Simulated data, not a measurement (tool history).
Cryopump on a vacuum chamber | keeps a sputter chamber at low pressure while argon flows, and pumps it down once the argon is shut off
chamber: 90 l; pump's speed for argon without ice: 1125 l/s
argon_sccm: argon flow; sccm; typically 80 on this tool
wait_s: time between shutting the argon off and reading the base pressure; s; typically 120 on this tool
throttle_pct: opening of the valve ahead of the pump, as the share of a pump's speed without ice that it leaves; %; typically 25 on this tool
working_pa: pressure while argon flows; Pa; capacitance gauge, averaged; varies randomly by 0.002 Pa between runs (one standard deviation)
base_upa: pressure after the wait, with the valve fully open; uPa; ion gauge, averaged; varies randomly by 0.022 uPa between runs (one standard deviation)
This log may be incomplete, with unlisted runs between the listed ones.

Run 1, day 0: usual settings. Result: working_pa 0.4905 Pa, base_upa 0.82 uPa.
Run 2, day 1.921: usual settings. Result: working_pa 0.4947 Pa, base_upa 0.84 uPa.
Run 3, day 3.446: usual settings. Result: working_pa 0.4948 Pa, base_upa 0.94 uPa.
Run 4, day 4.467: usual settings. Result: working_pa 0.4983 Pa, base_upa 0.95 uPa.
Run 5, day 6.021: usual settings. Result: working_pa 0.4959 Pa, base_upa 0.93 uPa.
Run 6, day 7.588: usual settings. Result: working_pa 0.497 Pa, base_upa 0.99 uPa.
Run 7, day 9.412: usual settings but wait_s 23 s. Result: working_pa 0.4974 Pa, base_upa 2.63 uPa.
Run 8, day 10.254: usual settings but wait_s 23 s. Result: working_pa 0.4977 Pa, base_upa 2.61 uPa.
Run 9, day 12.117: usual settings but wait_s 23 s. Result: working_pa 0.4967 Pa, base_upa 2.62 uPa.
Run 10, day 13.967: usual settings. Result: working_pa 0.5012 Pa, base_upa 1.08 uPa.
Run 11, day 15.267: usual settings. Result: working_pa 0.5003 Pa, base_upa 1.1 uPa.
Run 12, day 16.125: usual settings. Result: working_pa 0.5007 Pa, base_upa 1.07 uPa.
Run 13, day 17.942: usual settings but wait_s 116 s. Result: working_pa 0.5037 Pa, base_upa 1.16 uPa.
Run 14, day 19.583: usual settings. Result: working_pa 0.5043 Pa, base_upa 1.17 uPa.
Run 15, day 21.308: usual settings. Result: working_pa 0.5033 Pa, base_upa 1.18 uPa.
Run 16, day 22.304: usual settings but argon_sccm 146 sccm. Result: working_pa 0.9162 Pa, base_upa 1.2 uPa.
Run 17, day 23.254: usual settings but argon_sccm 146 sccm. Result: working_pa 0.9229 Pa, base_upa 1.22 uPa.
Run 18, day 24.058: usual settings but argon_sccm 146 sccm. Result: working_pa 0.9254 Pa, base_upa 1.29 uPa.
Run 19, day 24.904: usual settings but argon_sccm 146 sccm. Result: working_pa 0.9225 Pa, base_upa 1.3 uPa.
Run 20, day 25.879: usual settings but argon_sccm 146 sccm. Result: working_pa 0.9235 Pa, base_upa 1.3 uPa.
Run 21, day 27.633: usual settings but argon_sccm 146 sccm. Result: working_pa 0.9246 Pa, base_upa 1.32 uPa.
Run 22, day 28.688: usual settings but argon_sccm 40 sccm. Result: working_pa 0.2531 Pa, base_upa 1.3 uPa.
Run 23, day 29.533: usual settings but argon_sccm 40 sccm. Result: working_pa 0.2558 Pa, base_upa 1.34 uPa.
Run 24, day 31.371: usual settings but argon_sccm 79 sccm, wait_s 192 s, throttle_pct 58 %. Result: working_pa 0.234 Pa, base_upa 1.28 uPa.
Run 25, day 33.225: usual settings but wait_s 62 s. Result: working_pa 0.5144 Pa, base_upa 1.72 uPa.
Run 26, day 35.075: usual settings but throttle_pct 40 %. Result: working_pa 0.3319 Pa, base_upa 1.5 uPa.
Run 27, day 36.121: usual settings but wait_s 37 s. Result: working_pa 0.5164 Pa, base_upa 2.29 uPa.
At day 36.529: pump warmed up, emptied and cooled again.
Run 28, day 37.533: usual settings but argon_sccm 67 sccm, wait_s 30 s, throttle_pct 28 %. Result: working_pa 0.3622 Pa, base_upa 2.45 uPa.
Run 29, day 38.579: usual settings but argon_sccm 144 sccm, wait_s 30 s, throttle_pct 22 %. Result: working_pa 0.9906 Pa, base_upa 2.43 uPa.
Run 30, day 40.338: usual settings but argon_sccm 41 sccm, throttle_pct 57 %. Result: working_pa 0.1095 Pa, base_upa 1.34 uPa.
Run 31, day 42.004: usual settings but argon_sccm 41 sccm, throttle_pct 57 %. Result: working_pa 0.1106 Pa, base_upa 1.32 uPa.
Run 32, day 43.95: usual settings but argon_sccm 68 sccm. Result: working_pa 0.4144 Pa, base_upa 1.41 uPa.
Run 33, day 44.825: usual settings but argon_sccm 68 sccm, throttle_pct 27 %. Result: working_pa 0.3821 Pa, base_upa 1.39 uPa.
Run 34, day 45.917: usual settings but argon_sccm 68 sccm, throttle_pct 27 %. Result: working_pa 0.3825 Pa, base_upa 1.36 uPa.
Run 35, day 47.667: usual settings but argon_sccm 40 sccm, throttle_pct 23 %. Result: working_pa 0.2652 Pa, base_upa 1.44 uPa.

Had the tool no unlogged condition, and each run kept its random variation, what would the results have been?
The hidden state here: pump's speed, % of a pump's without ice; cold plate's temperature, K; leak into the chamber, uPa l/s; drift of the gauge itself on working_pa, %; drift of the gauge itself on base_upa, %.
run  working_pa  base_upa
  1      0.4783      0.62
  2      0.4813      0.62
  3      0.4807      0.69
  4      0.4837      0.67
  5      0.4805      0.64
  6      0.4807      0.67
  7      0.4802      2.28
  8      0.4801      2.25
  9      0.4781      2.23
 10      0.4815      0.66
 11        0.48      0.65
 12        0.48      0.62
 13      0.4819      0.66
 14      0.4815      0.66
 15      0.4796      0.63
 16      0.8721      0.64
 17      0.8775      0.64
 18      0.8791      0.67
 19      0.8753      0.66
 20      0.8752      0.65
 21      0.8745      0.64
 22       0.239       0.6
 23      0.2414      0.63
 24      0.2045      0.52
 25      0.4832      0.95
 26      0.2998      0.67
 27      0.4834      1.47
 28      0.3608      1.82
 29      0.9868      1.79
 30      0.1081      0.66
 31      0.1088      0.63
 32      0.4107      0.66
 33      0.3782      0.63
 34      0.3782      0.61
 35      0.2623      0.64
